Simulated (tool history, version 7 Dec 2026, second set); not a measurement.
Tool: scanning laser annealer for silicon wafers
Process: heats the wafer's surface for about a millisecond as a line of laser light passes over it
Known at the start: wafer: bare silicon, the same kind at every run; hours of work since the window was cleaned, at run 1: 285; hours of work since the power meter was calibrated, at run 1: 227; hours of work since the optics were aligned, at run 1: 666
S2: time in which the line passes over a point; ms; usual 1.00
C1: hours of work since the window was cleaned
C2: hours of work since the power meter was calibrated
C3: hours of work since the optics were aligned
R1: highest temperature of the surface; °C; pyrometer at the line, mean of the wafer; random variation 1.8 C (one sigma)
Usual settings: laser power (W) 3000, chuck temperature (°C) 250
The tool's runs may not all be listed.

{"run": 1, "hour": 0.0, "laser power (W)": 3000, "S2": 1.0, "chuck temperature (°C)": 250, "C1": 285, "C2": 227, "C3": 666, "R1": 1045}
{"run": 2, "hour": 52.4, "laser power (W)": 3000, "S2": 1.0, "chuck temperature (°C)": 250, "C1": 313, "C2": 256, "C3": 694, "R1": 1045}
{"run": 3, "hour": 109.7, "laser power (W)": 3000, "S2": 1.08, "chuck temperature (°C)": 250, "C1": 344, "C2": 286, "C3": 725, "R1": 1072}
{"run": 4, "hour": 141.3, "laser power (W)": 3000, "S2": 0.75, "chuck temperature (°C)": 250, "C1": 361, "C2": 303, "C3": 742, "R1": 942}
{"run": 5, "hour": 168.7, "laser power (W)": 3000, "S2": 0.75, "chuck temperature (°C)": 250, "C1": 376, "C2": 318, "C3": 756, "R1": 938}
{"run": 6, "hour": 211.7, "laser power (W)": 3000, "S2": 0.75, "chuck temperature (°C)": 250, "C1": 399, "C2": 341, "C3": 780, "R1": 938}
{"run": 7, "hour": 271.3, "laser power (W)": 3000, "S2": 0.75, "chuck temperature (°C)": 250, "C1": 431, "C2": 373, "C3": 812, "R1": 934}
{"run": 8, "hour": 296.6, "laser power (W)": 3000, "S2": 1.0, "chuck temperature (°C)": 247, "C1": 444, "C2": 387, "C3": 825, "R1": 1031}
{"run": 9, "hour": 352.2, "laser power (W)": 3000, "S2": 0.9, "chuck temperature (°C)": 250, "C1": 474, "C2": 417, "C3": 855, "R1": 993}
{"run": 10, "hour": 392.6, "laser power (W)": 2732, "S2": 0.9, "chuck temperature (°C)": 250, "C1": 496, "C2": 439, "C3": 877, "R1": 933}
{"run": 11, "hour": 436.6, "laser power (W)": 2826, "S2": 0.9, "chuck temperature (°C)": 250, "C1": 520, "C2": 463, "C3": 901, "R1": 955}
{"run": 12, "hour": 488.8, "laser power (W)": 3000, "S2": 1.0, "chuck temperature (°C)": 222, "C1": 548, "C2": 491, "C3": 929, "R1": 1004}
{"hour": 531.9, "done": "window over the wafer cleaned"}
{"run": 13, "hour": 548.3, "laser power (W)": 3000, "S2": 1.0, "chuck temperature (°C)": 222, "C1": 9, "C2": 522, "C3": 960, "R1": 1023}
{"run": 14, "hour": 576.5, "laser power (W)": 3000, "S2": 1.0, "chuck temperature (°C)": 250, "C1": 24, "C2": 537, "C3": 975, "R1": 1050}
{"run": 15, "hour": 615.1, "laser power (W)": 3000, "S2": 1.0, "chuck temperature (°C)": 250, "C1": 45, "C2": 558, "C3": 996, "R1": 1052}
{"run": 16, "hour": 675.1, "laser power (W)": 2872, "S2": 0.99, "chuck temperature (°C)": 227, "C1": 77, "C2": 590, "C3": 1028, "R1": 989}
{"run": 17, "hour": 714.8, "laser power (W)": 3000, "S2": 1.0, "chuck temperature (°C)": 253, "C1": 98, "C2": 611, "C3": 1049, "R1": 1049}
{"run": 18, "hour": 756.1, "laser power (W)": 3000, "S2": 1.0, "chuck temperature (°C)": 253, "C1": 121, "C2": 634, "C3": 1072, "R1": 1048}
{"run": 19, "hour": 792.4, "laser power (W)": 3000, "S2": 0.82, "chuck temperature (°C)": 250, "C1": 140, "C2": 653, "C3": 1091, "R1": 972}
{"hour": 800.2, "done": "optics aligned, line set to its width"}
{"run": 20, "hour": 842.6, "laser power (W)": 3002, "S2": 1.2, "chuck temperature (°C)": 287, "C1": 165, "C2": 677, "C3": 23, "R1": 1143}
{"run": 21, "hour": 866.8, "laser power (W)": 2867, "S2": 1.11, "chuck temperature (°C)": 250, "C1": 178, "C2": 691, "C3": 36, "R1": 1044}
{"run": 22, "hour": 911.3, "laser power (W)": 2867, "S2": 1.11, "chuck temperature (°C)": 250, "C1": 202, "C2": 714, "C3": 60, "R1": 1040}
{"run": 23, "hour": 958.7, "laser power (W)": 2867, "S2": 1.11, "chuck temperature (°C)": 250, "C1": 227, "C2": 740, "C3": 85, "R1": 1039}
{"run": 24, "hour": 1017.5, "laser power (W)": 2719, "S2": 0.89, "chuck temperature (°C)": 249, "C1": 259, "C2": 772, "C3": 117, "R1": 925}
{"run": 25, "hour": 1067.7, "laser power (W)": 3121, "S2": 0.89, "chuck temperature (°C)": 216, "C1": 286, "C2": 799, "C3": 144, "R1": 981}
{"hour": 1092.6, "done": "optics aligned, line set to its width, once more"}
{"run": 26, "hour": 1100.4, "laser power (W)": 2728, "S2": 0.86, "chuck temperature (°C)": 225, "C1": 301, "C2": 814, "C3": 4, "R1": 905}
{"run": 27, "hour": 1156.9, "laser power (W)": 2728, "S2": 0.86, "chuck temperature (°C)": 225, "C1": 331, "C2": 844, "C3": 35, "R1": 907}
{"run": 28, "hour": 1204.0, "laser power (W)": 3017, "S2": 0.81, "chuck temperature (°C)": 263, "C1": 357, "C2": 869, "C3": 60, "R1": 984}
{"run": 29, "hour": 1237.1, "laser power (W)": 3250, "S2": 0.82, "chuck temperature (°C)": 242, "C1": 375, "C2": 887, "C3": 78, "R1": 1016}
{"run": 30, "hour": 1294.4, "laser power (W)": 3250, "S2": 0.82, "chuck temperature (°C)": 242, "C1": 405, "C2": 918, "C3": 109, "R1": 1014}

3 ways to go on from here, each from the tool as it stands after run 30. What would each give?
{"run": "A", "hour": 1325.8, "laser power (W)": 2691, "S2": 0.93, "chuck temperature (°C)": 211, "C1": 422, "C2": 935, "C3": 126, "R1": "?"}
{"run": "B", "hour": 1325.8, "laser power (W)": 3250, "S2": 1.1, "chuck temperature (°C)": 242, "C1": 422, "C2": 935, "C3": 126, "R1": "?"}
{"run": "C", "hour": 1325.8, "laser power (W)": 3167, "S2": 0.7, "chuck temperature (°C)": 242, "C1": 422, "C2": 935, "C3": 126, "R1": "?"}

run=A R1=903
run=B R1=1131
run=C R1=941
Without the tool's hidden state the same runs would have given:
run=A R1=925
run=B R1=1160
run=C R1=963
